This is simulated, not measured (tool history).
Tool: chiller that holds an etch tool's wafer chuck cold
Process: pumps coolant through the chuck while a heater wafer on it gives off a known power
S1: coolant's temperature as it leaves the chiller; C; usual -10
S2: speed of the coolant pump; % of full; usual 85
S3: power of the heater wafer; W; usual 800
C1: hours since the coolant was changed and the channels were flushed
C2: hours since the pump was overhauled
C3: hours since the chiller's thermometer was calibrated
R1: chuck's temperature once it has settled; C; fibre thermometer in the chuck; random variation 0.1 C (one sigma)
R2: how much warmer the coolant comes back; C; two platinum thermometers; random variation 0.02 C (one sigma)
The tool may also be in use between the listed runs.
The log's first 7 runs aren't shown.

| run | hour | S1 | S2 | S3 | C1 | C2 | C3 | R1 | R2 |
|---|---|---|---|---|---|---|---|---|---|
| 8 | 666.6 | -10 | 85 | 800 | 3567 | 2304 | 2140 | -1.4 | 2.89 |
| 9 | 791.3 | -3 | 85 | 800 | 3692 | 2429 | 2265 | 5.7 | 2.89 |
| 10 | 923.5 | -3 | 85 | 800 | 3824 | 2561 | 2397 | 5.6 | 2.91 |
| 11 | 1014.0 | -10 | 63 | 800 | 3914 | 2651 | 2488 | 1.2 | 3.92 |
| 12 | 1075.7 | -10 | 63 | 800 | 3976 | 2713 | 2549 | 1.0 | 3.92 |
| 13 | 1209.2 | -10 | 63 | 800 | 4109 | 2847 | 2683 | 0.9 | 3.90 |
| 14 | 1286.6 | -10 | 63 | 800 | 4187 | 2924 | 2760 | 1.0 | 3.92 |
| 15 | 1395.0 | -10 | 85 | 530 | 4295 | 3032 | 2869 | -4.1 | 1.89 |
| 16 | 1502.9 | -10 | 85 | 530 | 4403 | 3140 | 2977 | -4.0 | 1.91 |
| 17 | 1611.8 | -10 | 74 | 800 | 4512 | 3249 | 3086 | -0.1 | 3.36 |
|  | 1678.1 | chiller's thermometer calibrated |
| 18 | 1687.9 | -10 | 74 | 800 | 4587 | 3324 | 10 | -0.5 | 3.34 |
| 19 | 1764.8 | -10 | 96 | 775 | 4664 | 3401 | 87 | -2.6 | 2.50 |
| 20 | 1827.8 | -1 | 96 | 923 | 4727 | 3464 | 150 | 7.8 | 2.95 |
| 21 | 1954.8 | -1 | 96 | 923 | 4854 | 3591 | 277 | 7.7 | 2.97 |
| 22 | 2038.2 | -20 | 85 | 800 | 4937 | 3675 | 360 | -11.6 | 2.91 |
| 23 | 2102.4 | -20 | 85 | 800 | 5002 | 3739 | 424 | -11.4 | 2.90 |
| 24 | 2197.4 | -20 | 85 | 800 | 5097 | 3834 | 519 | -11.5 | 2.98 |
| 25 | 2321.9 | -6 | 85 | 604 | 5221 | 3958 | 644 | 0.5 | 2.19 |
| 26 | 2405.5 | -1 | 86 | 533 | 5305 | 4042 | 727 | 4.7 | 1.92 |
| 27 | 2516.5 | -20 | 88 | 481 | 5416 | 4153 | 838 | -14.9 | 1.68 |
| 28 | 2622.1 | -18 | 86 | 623 | 5521 | 4258 | 944 | -11.3 | 2.26 |
| 29 | 2733.1 | -10 | 86 | 1181 | 5632 | 4369 | 1055 | 2.8 | 4.25 |
| 30 | 2801.4 | -10 | 86 | 1181 | 5701 | 4438 | 1123 | 2.8 | 4.28 |
| 31 | 2901.7 | -10 | 86 | 1181 | 5801 | 4538 | 1224 | 2.9 | 4.28 |

4 ways to go on from here, each from the tool as it stands after run 31. What would each give?
| A | 3018.3 | -12 | 86 | 1181 | 5918 | 4655 | 1340 | ? | ? |
| B | 3018.3 | -10 | 81 | 930 | 5918 | 4655 | 1340 | ? | ? |
| C | 3018.3 | -10 | 71 | 1181 | 5918 | 4655 | 1340 | ? | ? |
| D | 3018.3 | -10 | 82 | 417 | 5918 | 4655 | 1340 | ? | ? |

| run | R1 | R2 |
|---|---|---|
| A | 1.0 | 4.24 |
| B | 0.6 | 3.58 |
| C | 5.1 | 5.23 |
| D | -5.2 | 1.60 |
Without the tool's hidden state the same runs would have given:
| run | R1 | R2 |
|---|---|---|
| A | -0.8 | 4.05 |
| B | -0.9 | 3.42 |
| C | 3.1 | 4.99 |
| D | -6.0 | 1.53 |
